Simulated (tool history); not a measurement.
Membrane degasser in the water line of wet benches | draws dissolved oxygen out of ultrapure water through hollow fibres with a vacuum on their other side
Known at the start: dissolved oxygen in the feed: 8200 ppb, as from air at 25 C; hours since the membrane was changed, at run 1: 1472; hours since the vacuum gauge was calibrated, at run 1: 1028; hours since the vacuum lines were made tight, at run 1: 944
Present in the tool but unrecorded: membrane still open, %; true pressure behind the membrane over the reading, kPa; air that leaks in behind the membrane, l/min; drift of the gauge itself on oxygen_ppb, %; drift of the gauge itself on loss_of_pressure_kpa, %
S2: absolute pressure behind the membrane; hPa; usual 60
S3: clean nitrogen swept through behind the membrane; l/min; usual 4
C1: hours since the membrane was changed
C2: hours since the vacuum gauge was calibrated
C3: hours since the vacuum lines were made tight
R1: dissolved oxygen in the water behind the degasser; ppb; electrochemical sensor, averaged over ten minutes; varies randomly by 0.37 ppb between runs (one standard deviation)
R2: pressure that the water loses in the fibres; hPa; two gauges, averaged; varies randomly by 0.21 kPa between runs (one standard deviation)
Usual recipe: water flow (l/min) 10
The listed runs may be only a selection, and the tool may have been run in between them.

run 1 hour=0 | water_flow_(l/min)=10 S2=60 S3=4 | C1=1472 C2=1028 C3=944 | R1=23.1 R2=483.3
run 2 hour=63.2 | water_flow_(l/min)=10 S2=60 S3=4 | C1=1535 C2=1092 C3=1007 | R1=23.3 R2=480.9
run 3 hour=94.7 | water_flow_(l/min)=10 S2=60 S3=4 | C1=1567 C2=1123 C3=1039 | R1=24.1 R2=482.6
run 4 hour=121.4 | water_flow_(l/min)=15 S2=60 S3=4 | C1=1594 C2=1150 C3=1066 | R1=57.2 R2=718.3
run 5 hour=178.9 | water_flow_(l/min)=15 S2=60 S3=4 | C1=1651 C2=1207 C3=1123 | R1=59 R2=723.3
run 6 hour=230.9 | water_flow_(l/min)=15 S2=60 S3=4 | C1=1703 C2=1259 C3=1175 | R1=59.3 R2=720.5
run 7 hour=273.6 | water_flow_(l/min)=10 S2=60 S3=4 | C1=1746 C2=1302 C3=1218 | R1=23.6 R2=484.9
run 8 hour=319.3 | water_flow_(l/min)=10 S2=60 S3=4 | C1=1791 C2=1348 C3=1264 | R1=24.1 R2=484.6
run 9 hour=362.2 | water_flow_(l/min)=10 S2=60 S3=4 | C1=1834 C2=1391 C3=1307 | R1=23.8 R2=483.1
run 10 hour=401.1 | water_flow_(l/min)=10 S2=60 S3=4.08 | C1=1873 C2=1429 C3=1345 | R1=23.6 R2=486.2
-- hour=405.5 vacuum gauge calibrated
run 11 hour=439.1 | water_flow_(l/min)=10 S2=60 S3=4.08 | C1=1911 C2=34 C3=1383 | R1=23.3 R2=479.9
run 12 hour=472.1 | water_flow_(l/min)=10 S2=60 S3=4.08 | C1=1944 C2=67 C3=1416 | R1=24.1 R2=486.3
run 13 hour=507.3 | water_flow_(l/min)=10 S2=36.9 S3=4.08 | C1=1979 C2=102 C3=1451 | R1=9.7 R2=486.4
run 14 hour=554.2 | water_flow_(l/min)=10 S2=36.9 S3=4.08 | C1=2026 C2=149 C3=1498 | R1=9.2 R2=483
-- hour=599.7 vacuum gauge calibrated, once more
run 15 hour=600.4 | water_flow_(l/min)=10 S2=36.9 S3=4.08 | C1=2072 C2=1 C3=1544 | R1=7.6 R2=483.5
run 16 hour=657.7 | water_flow_(l/min)=8 S2=36.9 S3=4.08 | C1=2129 C2=58 C3=1601 | R1=3.7 R2=388.1
run 17 hour=715.8 | water_flow_(l/min)=6 S2=92.7 S3=5.75 | C1=2187 C2=116 C3=1659 | R1=16.7 R2=292.7
run 18 hour=743.4 | water_flow_(l/min)=14 S2=41.4 S3=2.97 | C1=2215 C2=144 C3=1687 | R1=36.2 R2=680.7
run 19 hour=782.1 | water_flow_(l/min)=10 S2=141 S3=4 | C1=2253 C2=182 C3=1725 | R1=75.1 R2=486.1
run 20 hour=808.2 | water_flow_(l/min)=11 S2=72 S3=9.65 | C1=2279 C2=209 C3=1751 | R1=19.9 R2=536
run 21 hour=859.1 | water_flow_(l/min)=8 S2=47.2 S3=7.54 | C1=2330 C2=259 C3=1802 | R1=5.9 R2=390.2
run 22 hour=884.9 | water_flow_(l/min)=8 S2=47.2 S3=7.54 | C1=2356 C2=285 C3=1828 | R1=5.5 R2=390.4
run 23 hour=941.1 | water_flow_(l/min)=8 S2=47.2 S3=7.54 | C1=2412 C2=341 C3=1884 | R1=5.5 R2=389.8
run 24 hour=973.4 | water_flow_(l/min)=9 S2=47.2 S3=2.63 | C1=2445 C2=374 C3=1917 | R1=16.6 R2=440.9
run 25 hour=1024.6 | water_flow_(l/min)=6 S2=44 S3=1.92 | C1=2496 C2=425 C3=1968 | R1=9.7 R2=291.4
run 26 hour=1064 | water_flow_(l/min)=6 S2=44 S3=1.92 | C1=2535 C2=464 C3=2007 | R1=10.2 R2=295.8
run 27 hour=1105.8 | water_flow_(l/min)=6 S2=75.1 S3=4 | C1=2577 C2=506 C3=2049 | R1=17.1 R2=291.8
run 28 hour=1166 | water_flow_(l/min)=6 S2=75.1 S3=4 | C1=2637 C2=566 C3=2109 | R1=17.7 R2=291.1
run 29 hour=1195 | water_flow_(l/min)=6 S2=53.9 S3=4.19 | C1=2666 C2=595 C3=2138 | R1=8.6 R2=291.8
run 30 hour=1249.7 | water_flow_(l/min)=6 S2=53.9 S3=4.19 | C1=2721 C2=650 C3=2193 | R1=9.2 R2=294.6
run 31 hour=1288.3 | water_flow_(l/min)=8 S2=144.1 S3=2.07 | C1=2760 C2=689 C3=2232 | R1=110.3 R2=390.6
run 32 hour=1316.3 | water_flow_(l/min)=8 S2=144.1 S3=2.07 | C1=2787 C2=717 C3=2260 | R1=110.6 R2=393

Entry by entry between the runs, the difference in hidden state between the last listed run before and the first listed run after:
Between runs 10 and 11: vacuum gauge calibrated (hour 405.5)
  true pressure behind the membrane over the reading, kPa: 0.19 -> 0.26; air that leaks in behind the membrane, l/min: 0.009 -> 0.0091
  what was measured, less what the result would be without the hidden state, R1: +2.5 -> +2.8 ppb; R2: +13.1 -> +13.3 hPa
Between runs 14 and 15: vacuum gauge calibrated, once more (hour 599.7)
  membrane still open, %: 97.1 -> 97; true pressure behind the membrane over the reading, kPa: 0.27 -> -0.01; air that leaks in behind the membrane, l/min: 0.0096 -> 0.0098
  what was measured, less what the result would be without the hidden state, R1: +2.7 -> +0.9 ppb; R2: +14 -> +14.3 hPa
